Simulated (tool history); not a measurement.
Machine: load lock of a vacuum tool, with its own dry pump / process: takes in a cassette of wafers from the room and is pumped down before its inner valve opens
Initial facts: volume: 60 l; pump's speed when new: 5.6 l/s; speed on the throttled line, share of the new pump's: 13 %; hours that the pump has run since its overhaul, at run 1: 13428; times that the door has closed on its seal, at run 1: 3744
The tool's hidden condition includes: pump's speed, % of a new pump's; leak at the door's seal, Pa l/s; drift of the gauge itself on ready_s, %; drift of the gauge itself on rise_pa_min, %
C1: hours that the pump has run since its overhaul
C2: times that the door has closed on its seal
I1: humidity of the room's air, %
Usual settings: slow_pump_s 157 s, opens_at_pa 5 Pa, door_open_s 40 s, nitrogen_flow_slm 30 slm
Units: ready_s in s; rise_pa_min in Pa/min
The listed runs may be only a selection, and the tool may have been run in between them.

{"run": 1, "hour": 0.0, "slow_pump_s": 157, "opens_at_pa": 5, "door_open_s": 40, "nitrogen_flow_slm": 30, "C1": 13428, "C2": 3744, "I1": 43.5, "ready_s": 269.3, "rise_pa_min": 0.027}
{"run": 2, "hour": 348.2, "slow_pump_s": 157, "opens_at_pa": 5, "door_open_s": 40, "nitrogen_flow_slm": 30, "C1": 13777, "C2": 4343, "I1": 45.4, "ready_s": 268.9, "rise_pa_min": 0.028}
{"run": 3, "hour": 581.6, "slow_pump_s": 157, "opens_at_pa": 5, "door_open_s": 40, "nitrogen_flow_slm": 30, "C1": 14010, "C2": 4744, "I1": 41.8, "ready_s": 271.3, "rise_pa_min": 0.028}
{"run": 4, "hour": 903.7, "slow_pump_s": 284, "opens_at_pa": 5, "door_open_s": 40, "nitrogen_flow_slm": 30, "C1": 14332, "C2": 5298, "I1": 44.0, "ready_s": 376.6, "rise_pa_min": 0.027}
{"run": 5, "hour": 1051.0, "slow_pump_s": 284, "opens_at_pa": 5, "door_open_s": 40, "nitrogen_flow_slm": 30, "C1": 14479, "C2": 5552, "I1": 43.5, "ready_s": 377.3, "rise_pa_min": 0.034}
{"run": 6, "hour": 1217.6, "slow_pump_s": 157, "opens_at_pa": 5, "door_open_s": 40, "nitrogen_flow_slm": 7, "C1": 14646, "C2": 5838, "I1": 43.8, "ready_s": 273.0, "rise_pa_min": 0.051}
{"run": 7, "hour": 1444.2, "slow_pump_s": 157, "opens_at_pa": 5, "door_open_s": 40, "nitrogen_flow_slm": 7, "C1": 14873, "C2": 6228, "I1": 49.9, "ready_s": 271.9, "rise_pa_min": 0.058}
{"run": 8, "hour": 1713.6, "slow_pump_s": 157, "opens_at_pa": 5, "door_open_s": 40, "nitrogen_flow_slm": 7, "C1": 15142, "C2": 6692, "I1": 47.6, "ready_s": 272.7, "rise_pa_min": 0.056}
{"hour": 1834.5, "done": "dry pump taken out, an overhauled one fitted"}
{"run": 9, "hour": 1879.1, "slow_pump_s": 157, "opens_at_pa": 5, "door_open_s": 40, "nitrogen_flow_slm": 7, "C1": 45, "C2": 6966, "I1": 42.2, "ready_s": 240.8, "rise_pa_min": 0.057}
{"run": 10, "hour": 2140.8, "slow_pump_s": 157, "opens_at_pa": 5, "door_open_s": 40, "nitrogen_flow_slm": 7, "C1": 306, "C2": 7416, "I1": 43.7, "ready_s": 243.5, "rise_pa_min": 0.057}
{"run": 11, "hour": 2295.4, "slow_pump_s": 157, "opens_at_pa": 5, "door_open_s": 40, "nitrogen_flow_slm": 7, "C1": 461, "C2": 7682, "I1": 45.7, "ready_s": 245.7, "rise_pa_min": 0.059}
{"run": 12, "hour": 2609.1, "slow_pump_s": 157, "opens_at_pa": 5, "door_open_s": 40, "nitrogen_flow_slm": 7, "C1": 775, "C2": 8222, "I1": 50.3, "ready_s": 245.4, "rise_pa_min": 0.065}
{"run": 13, "hour": 2958.8, "slow_pump_s": 157, "opens_at_pa": 5, "door_open_s": 40, "nitrogen_flow_slm": 30, "C1": 1124, "C2": 8823, "I1": 47.2, "ready_s": 245.4, "rise_pa_min": 0.049}
{"run": 14, "hour": 3194.4, "slow_pump_s": 157, "opens_at_pa": 5, "door_open_s": 40, "nitrogen_flow_slm": 30, "C1": 1360, "C2": 9229, "I1": 46.2, "ready_s": 246.7, "rise_pa_min": 0.043}
{"run": 15, "hour": 3377.5, "slow_pump_s": 157, "opens_at_pa": 5, "door_open_s": 40, "nitrogen_flow_slm": 30, "C1": 1543, "C2": 9544, "I1": 43.2, "ready_s": 246.2, "rise_pa_min": 0.044}
{"run": 16, "hour": 3661.1, "slow_pump_s": 182, "opens_at_pa": 5, "door_open_s": 40, "nitrogen_flow_slm": 30, "C1": 1827, "C2": 10032, "I1": 45.0, "ready_s": 268.3, "rise_pa_min": 0.046}
{"run": 17, "hour": 3977.2, "slow_pump_s": 157, "opens_at_pa": 7, "door_open_s": 40, "nitrogen_flow_slm": 30, "C1": 2143, "C2": 10575, "I1": 41.8, "ready_s": 239.3, "rise_pa_min": 0.054}
{"run": 18, "hour": 4130.1, "slow_pump_s": 157, "opens_at_pa": 5, "door_open_s": 40, "nitrogen_flow_slm": 30, "C1": 2296, "C2": 10838, "I1": 46.0, "ready_s": 245.8, "rise_pa_min": 0.049}
{"run": 19, "hour": 4322.3, "slow_pump_s": 119, "opens_at_pa": 7, "door_open_s": 40, "nitrogen_flow_slm": 30, "C1": 2488, "C2": 11169, "I1": 41.9, "ready_s": 209.6, "rise_pa_min": 0.052}
{"run": 20, "hour": 4506.7, "slow_pump_s": 119, "opens_at_pa": 7, "door_open_s": 40, "nitrogen_flow_slm": 30, "C1": 2672, "C2": 11486, "I1": 43.6, "ready_s": 213.3, "rise_pa_min": 0.053}
{"run": 21, "hour": 4818.7, "slow_pump_s": 119, "opens_at_pa": 7, "door_open_s": 40, "nitrogen_flow_slm": 30, "C1": 2984, "C2": 12023, "I1": 45.3, "ready_s": 211.3, "rise_pa_min": 0.053}
{"run": 22, "hour": 5058.2, "slow_pump_s": 157, "opens_at_pa": 5, "door_open_s": 81, "nitrogen_flow_slm": 6, "C1": 3224, "C2": 12435, "I1": 41.0, "ready_s": 247.4, "rise_pa_min": 0.09}
{"run": 23, "hour": 5294.2, "slow_pump_s": 311, "opens_at_pa": 10, "door_open_s": 40, "nitrogen_flow_slm": 30, "C1": 3460, "C2": 12841, "I1": 44.1, "ready_s": 370.3, "rise_pa_min": 0.056}
{"run": 24, "hour": 5467.0, "slow_pump_s": 170, "opens_at_pa": 6, "door_open_s": 40, "nitrogen_flow_slm": 30, "C1": 3632, "C2": 13138, "I1": 48.4, "ready_s": 258.5, "rise_pa_min": 0.062}
{"run": 25, "hour": 5650.2, "slow_pump_s": 141, "opens_at_pa": 6, "door_open_s": 143, "nitrogen_flow_slm": 6, "C1": 3816, "C2": 13453, "I1": 49.3, "ready_s": 231.2, "rise_pa_min": 0.14}
{"run": 26, "hour": 5947.3, "slow_pump_s": 157, "opens_at_pa": 5, "door_open_s": 40, "nitrogen_flow_slm": 10, "C1": 4113, "C2": 13965, "I1": 45.8, "ready_s": 252.1, "rise_pa_min": 0.078}
{"run": 27, "hour": 6274.4, "slow_pump_s": 157, "opens_at_pa": 5, "door_open_s": 185, "nitrogen_flow_slm": 31, "C1": 4440, "C2": 14527, "I1": 45.1, "ready_s": 252.9, "rise_pa_min": 0.094}
{"run": 28, "hour": 6594.4, "slow_pump_s": 89, "opens_at_pa": 5, "door_open_s": 40, "nitrogen_flow_slm": 30, "C1": 4760, "C2": 15078, "I1": 42.4, "ready_s": 193.4, "rise_pa_min": 0.068}
{"run": 29, "hour": 6877.9, "slow_pump_s": 168, "opens_at_pa": 9, "door_open_s": 40, "nitrogen_flow_slm": 30, "C1": 5043, "C2": 15565, "I1": 44.1, "ready_s": 255.5, "rise_pa_min": 0.066}
{"run": 30, "hour": 7077.9, "slow_pump_s": 168, "opens_at_pa": 9, "door_open_s": 40, "nitrogen_flow_slm": 30, "C1": 5243, "C2": 15910, "I1": 48.1, "ready_s": 255.2, "rise_pa_min": 0.073}
{"run": 31, "hour": 7326.0, "slow_pump_s": 168, "opens_at_pa": 9, "door_open_s": 40, "nitrogen_flow_slm": 30, "C1": 5491, "C2": 16336, "I1": 45.4, "ready_s": 250.0, "rise_pa_min": 0.076}
{"run": 32, "hour": 7644.0, "slow_pump_s": 100, "opens_at_pa": 4, "door_open_s": 100, "nitrogen_flow_slm": 8, "C1": 5810, "C2": 16883, "I1": 44.2, "ready_s": 207.5, "rise_pa_min": 0.118}
{"run": 33, "hour": 7927.8, "slow_pump_s": 157, "opens_at_pa": 5, "door_open_s": 40, "nitrogen_flow_slm": 12, "C1": 6093, "C2": 17372, "I1": 45.4, "ready_s": 257.9, "rise_pa_min": 0.089}
{"run": 34, "hour": 8249.7, "slow_pump_s": 80, "opens_at_pa": 5, "door_open_s": 73, "nitrogen_flow_slm": 28, "C1": 6415, "C2": 17925, "I1": 43.2, "ready_s": 186.9, "rise_pa_min": 0.089}
{"run": 35, "hour": 8599.1, "slow_pump_s": 200, "opens_at_pa": 7, "door_open_s": 25, "nitrogen_flow_slm": 4, "C1": 6765, "C2": 18527, "I1": 40.9, "ready_s": 285.3, "rise_pa_min": 0.093}
{"run": 36, "hour": 8772.2, "slow_pump_s": 157, "opens_at_pa": 6, "door_open_s": 76, "nitrogen_flow_slm": 19, "C1": 6938, "C2": 18824, "I1": 44.5, "ready_s": 251.6, "rise_pa_min": 0.1}

Alternative continuations, all from the tool just after run 36; predict every row:
{"run": "A", "hour": 9090.2, "slow_pump_s": 157, "opens_at_pa": 5, "door_open_s": 40, "nitrogen_flow_slm": 30, "C1": 7256, "C2": 19371, "I1": 45.5, "ready_s": "?", "rise_pa_min": "?"}
{"run": "B", "hour": 9090.2, "slow_pump_s": 157, "opens_at_pa": 6, "door_open_s": 76, "nitrogen_flow_slm": 28, "C1": 7256, "C2": 19371, "I1": 46.7, "ready_s": "?", "rise_pa_min": "?"}
{"run": "C", "hour": 9090.2, "slow_pump_s": 157, "opens_at_pa": 7, "door_open_s": 200, "nitrogen_flow_slm": 30, "C1": 7256, "C2": 19371, "I1": 45.0, "ready_s": "?", "rise_pa_min": "?"}
{"run": "D", "hour": 9090.2, "slow_pump_s": 104, "opens_at_pa": 5, "door_open_s": 40, "nitrogen_flow_slm": 30, "C1": 7256, "C2": 19371, "I1": 45.3, "ready_s": "?", "rise_pa_min": "?"}

run=A ready_s=255.7 rise_pa_min=0.088
run=B ready_s=252.1 rise_pa_min=0.099
run=C ready_s=251.8 rise_pa_min=0.120
run=D ready_s=210.3 rise_pa_min=0.088
Stripped of hidden state, with their random variation kept, the same runs would have yielded:
run=A ready_s=242.9 rise_pa_min=0.019
run=B ready_s=239.7 rise_pa_min=0.029
run=C ready_s=239.5 rise_pa_min=0.051
run=D ready_s=196.6 rise_pa_min=0.018

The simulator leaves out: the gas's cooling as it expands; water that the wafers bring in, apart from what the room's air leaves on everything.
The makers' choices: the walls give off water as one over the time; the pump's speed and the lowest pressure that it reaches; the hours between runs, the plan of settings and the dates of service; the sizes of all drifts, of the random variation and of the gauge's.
